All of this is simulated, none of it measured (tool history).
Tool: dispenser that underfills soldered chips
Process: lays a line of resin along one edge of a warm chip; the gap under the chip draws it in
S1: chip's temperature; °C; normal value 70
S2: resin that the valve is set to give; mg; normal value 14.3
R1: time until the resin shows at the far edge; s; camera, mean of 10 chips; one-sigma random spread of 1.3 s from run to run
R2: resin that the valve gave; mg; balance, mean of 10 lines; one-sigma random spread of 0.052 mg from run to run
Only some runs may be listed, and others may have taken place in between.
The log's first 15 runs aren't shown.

run,hour,S1,S2,R1,R2
# hour 108.5: new syringe of resin
16,111.2,70,14.3,127,13.81
# hour 119.3: new syringe of resin
17,119.8,65,14.3,150.4,13.73
18,128.2,61,12.2,230.5,11.69
# hour 129.8: new syringe of resin
19,136.5,61,12.2,221.2,11.64
# hour 140.6: new syringe of resin
20,143.9,73,16.1,109.9,15.2
# hour 151.2: new syringe of resin
21,151.2,73,16.1,106.3,15.31
22,156.6,60,14.3,218.3,13.54
# hour 162.2: new syringe of resin
23,166.7,71,14.8,127,13.97
# hour 172.8: new syringe of resin
24,173,68,17.5,129,16.43
25,182.4,64,16.5,193.1,15.36
# hour 183.1: new syringe of resin
26,189.8,62,17.5,199.8,16.36
# hour 193.7: new syringe of resin
27,196,64,12.5,169,11.63
28,200.4,64,12.5,186.2,11.58
# hour 204.3: new syringe of resin
29,207.4,55,17.8,260.4,16.52
# hour 214.8: new syringe of resin
30,215,68,18.4,129.1,17.08
31,219.7,68,18.4,144.8,16.92
# hour 225.4: new syringe of resin
32,225.4,71,13.5,114.6,12.41
# hour 234: dispensing valve cleaned and set on the balance
33,234.4,74,13.3,120.6,13.36

4 options for the next run, each taken on its own from the tool as it stands now. Forecast them:
# hour 237.4: new syringe of resin
A,244.4,74,15.1,?,?
# hour 237.4: new syringe of resin
B,244.4,59,14.3,?,?
# hour 237.4: new syringe of resin
C,244.4,71,18.5,?,?
# hour 237.4: new syringe of resin
D,244.4,62,14.7,?,?

run,R1,R2
A,114.9,15.04
B,225.5,14.14
C,131.8,18.36
D,200.7,14.6
Had the tool no hidden state, the same runs would have come out as:
run,R1,R2
A,108.7,15.1
B,215.5,14.2
C,124.9,18.44
D,191.4,14.66

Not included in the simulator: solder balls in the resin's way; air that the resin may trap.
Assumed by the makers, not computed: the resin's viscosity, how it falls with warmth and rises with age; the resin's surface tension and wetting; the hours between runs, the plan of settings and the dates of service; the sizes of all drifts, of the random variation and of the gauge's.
